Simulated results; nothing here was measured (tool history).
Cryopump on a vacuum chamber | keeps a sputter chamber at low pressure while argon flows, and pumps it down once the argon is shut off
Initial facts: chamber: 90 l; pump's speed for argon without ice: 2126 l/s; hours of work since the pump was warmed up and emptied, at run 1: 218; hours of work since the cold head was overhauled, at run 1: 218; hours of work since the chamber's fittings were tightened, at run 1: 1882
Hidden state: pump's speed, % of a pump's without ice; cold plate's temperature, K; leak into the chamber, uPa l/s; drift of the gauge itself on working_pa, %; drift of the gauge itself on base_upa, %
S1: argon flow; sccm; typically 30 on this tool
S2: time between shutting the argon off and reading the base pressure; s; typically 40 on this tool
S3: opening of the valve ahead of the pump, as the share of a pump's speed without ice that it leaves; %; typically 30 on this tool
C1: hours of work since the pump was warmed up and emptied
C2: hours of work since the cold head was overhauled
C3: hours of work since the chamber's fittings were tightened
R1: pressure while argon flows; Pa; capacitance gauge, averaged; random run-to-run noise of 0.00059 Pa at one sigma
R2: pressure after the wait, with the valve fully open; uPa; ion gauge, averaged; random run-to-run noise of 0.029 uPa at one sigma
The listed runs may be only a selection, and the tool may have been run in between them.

run 1 day=0 | S1=30 S2=40 S3=30 | C1=218 C2=218 C3=1882 | R1=0.0813 R2=2.4
run 2 day=1.083 | S1=30 S2=40 S3=30 | C1=234 C2=234 C3=1898 | R1=0.0827 R2=2.35
run 3 day=2.267 | S1=30 S2=40 S3=30 | C1=251 C2=251 C3=1916 | R1=0.0824 R2=2.32
run 4 day=3.183 | S1=30 S2=26 S3=30 | C1=265 C2=265 C3=1929 | R1=0.0822 R2=3.11
run 5 day=4.042 | S1=25 S2=26 S3=30 | C1=278 C2=278 C3=1942 | R1=0.0686 R2=3.09
run 6 day=4.917 | S1=25 S2=26 S3=30 | C1=291 C2=291 C3=1955 | R1=0.0684 R2=3.13
run 7 day=5.812 | S1=25 S2=26 S3=30 | C1=304 C2=304 C3=1968 | R1=0.0686 R2=3.04
run 8 day=6.625 | S1=25 S2=26 S3=30 | C1=316 C2=316 C3=1980 | R1=0.0698 R2=3.15
run 9 day=7.658 | S1=30 S2=40 S3=28 | C1=332 C2=332 C3=1996 | R1=0.0888 R2=2.41
run 10 day=9.138 | S1=29 S2=43 S3=30 | C1=354 C2=354 C3=2018 | R1=0.0812 R2=2.4
run 11 day=10.275 | S1=12 S2=101 S3=24 | C1=370 C2=370 C3=2035 | R1=0.0416 R2=1.67

Consider 4 possible next runs. They are alternatives, not a sequence: every one starts from the tool as it was left by run 11. What does each give?
run A day=11.475 | S1=17 S2=36 S3=46 | C1=388 C2=388 C3=2053 | R1=? R2=?
run B day=11.475 | S1=24 S2=287 S3=25 | C1=388 C2=388 C3=2053 | R1=? R2=?
run C day=11.475 | S1=16 S2=40 S3=28 | C1=388 C2=388 C3=2053 | R1=? R2=?
run D day=11.475 | S1=14 S2=27 S3=24 | C1=388 C2=388 C3=2053 | R1=? R2=?

run=A R1=0.0308 R2=2.66
run=B R1=0.0786 R2=1.36
run=C R1=0.0485 R2=2.56
run=D R1=0.0481 R2=3.21
With no hidden state in the tool, these same runs would have given:
run=A R1=0.0284 R2=1.54
run=B R1=0.0752 R2=0.28
run=C R1=0.0462 R2=1.44
run=D R1=0.0461 R2=2.08
